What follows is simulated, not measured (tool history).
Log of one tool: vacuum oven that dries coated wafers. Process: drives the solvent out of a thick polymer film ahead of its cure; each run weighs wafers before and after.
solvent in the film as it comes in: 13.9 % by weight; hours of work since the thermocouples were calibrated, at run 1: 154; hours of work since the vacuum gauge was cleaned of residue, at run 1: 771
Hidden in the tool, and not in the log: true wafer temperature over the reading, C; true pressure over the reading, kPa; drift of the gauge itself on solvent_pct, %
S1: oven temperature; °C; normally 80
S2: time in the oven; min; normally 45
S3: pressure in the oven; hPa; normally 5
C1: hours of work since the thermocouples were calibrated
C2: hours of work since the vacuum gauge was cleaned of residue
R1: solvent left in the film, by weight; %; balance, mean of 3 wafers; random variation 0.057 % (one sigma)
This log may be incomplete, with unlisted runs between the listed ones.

run	hour	S1	S2	S3	C1	C2	R1
1	0	80	45	5	154	771	2.9
2	33.7	80	45	5	180	797	2.72
3	90.5	80	45	5.32	224	841	2.7
4	117.6	70	45	5.32	245	862	5.22
5	159.6	70	45	5.32	277	895	5.26
6	193.3	70	45	5.32	304	921	5.28
7	254	80	45	5	351	968	2.75
8	309.9	80	45	5	394	1011	2.63
9	357.3	80	45	5	431	1048	2.83
10	395.8	80	45	5	460	1078	2.79
11	431	80	45	5	488	1105	2.76
12	482.9	80	45	5	528	1145	2.77
13	539.1	80	45	5	571	1189	2.73
14	575.2	80	45	5	599	1217	2.83
15	602.7	77	33	5	621	1238	4.62
16	629	68	46	5	641	1259	5.59
17	686.8	68	46	5	686	1303	5.69

What will run 18 give?
18	721.8	68	46	5	713	1331	?

{"run 18": {"R1": 5.62}}
Minus the tool's unlogged condition, the same run would have read R1 5.61 %.
